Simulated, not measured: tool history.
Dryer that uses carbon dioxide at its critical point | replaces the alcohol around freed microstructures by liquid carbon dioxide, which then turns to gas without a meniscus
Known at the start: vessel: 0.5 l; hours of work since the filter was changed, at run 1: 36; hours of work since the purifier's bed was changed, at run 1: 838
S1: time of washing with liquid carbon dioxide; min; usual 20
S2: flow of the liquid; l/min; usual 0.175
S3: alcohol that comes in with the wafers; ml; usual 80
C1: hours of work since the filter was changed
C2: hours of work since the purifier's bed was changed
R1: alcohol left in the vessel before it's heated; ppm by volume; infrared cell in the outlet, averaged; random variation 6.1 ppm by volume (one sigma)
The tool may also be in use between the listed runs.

run,hour,S1,S2,S3,C1,C2,R1
1,0.0,20,0.175,80,36,838,375
2,54.2,20,0.175,80,55,857,392
3,113.8,20,0.277,80,77,879,118
4,153.4,20,0.175,29,91,893,233
# hour 190.1: purifier's bed changed
5,203.1,20,0.175,29,108,5,133
6,256.5,20,0.175,27,127,24,134
7,317.0,20,0.175,80,149,46,430
8,362.7,20,0.175,80,165,62,444
9,420.4,20,0.175,80,186,83,524
10,451.2,20,0.175,80,197,94,539
11,506.8,20,0.175,80,217,114,593
12,550.5,20,0.175,80,233,130,615
# hour 555.6: inlet filter changed
13,594.2,20,0.107,80,14,145,3597
14,650.2,20,0.107,80,34,166,3840
15,701.4,20,0.107,80,53,184,4035
16,742.6,20,0.107,80,67,199,4079
17,792.4,20,0.107,72,85,217,3831
18,840.8,20,0.107,72,103,234,4100
19,900.9,20,0.175,80,124,256,430
20,963.9,20,0.175,80,147,279,483
21,998.4,20,0.175,61,160,291,385
22,1058.3,20,0.230,80,181,313,120
23,1128.8,20,0.230,80,207,338,124
24,1183.7,18,0.175,80,226,358,1098
# hour 1205.7: inlet filter changed
25,1233.0,15,0.118,80,10,375,6834
26,1290.5,22,0.212,80,31,396,91
27,1359.3,17,0.196,33,55,421,219
28,1405.7,17,0.196,33,72,438,238
29,1441.4,30,0.175,70,85,450,81
30,1484.0,30,0.175,70,100,466,84
31,1526.9,20,0.225,50,116,481,108
32,1556.4,20,0.225,50,126,492,107
33,1605.8,30,0.110,65,144,510,720
34,1664.3,30,0.110,65,165,531,744
35,1704.2,20,0.285,80,180,545,73
36,1771.9,20,0.285,80,204,570,84
37,1831.8,26,0.204,34,226,591,104
# hour 1856.6: inlet filter changed
38,1864.2,16,0.139,26,3,602,971
39,1921.1,29,0.124,70,23,623,311
40,1990.5,26,0.175,34,48,648,113
41,2041.8,22,0.175,52,67,666,194
42,2084.7,22,0.111,36,82,682,1240

3 ways to go on from here, each from the tool as it stands after run 42. What would each give?
A,2116.1,27,0.271,113,94,693,?
B,2116.1,13,0.111,84,94,693,?
C,2116.1,20,0.175,84,94,693,?

run,R1
A,84
B,15420
C,457
Without the tool's hidden state the same runs would have given:
run,R1
A,0
B,12845
C,236

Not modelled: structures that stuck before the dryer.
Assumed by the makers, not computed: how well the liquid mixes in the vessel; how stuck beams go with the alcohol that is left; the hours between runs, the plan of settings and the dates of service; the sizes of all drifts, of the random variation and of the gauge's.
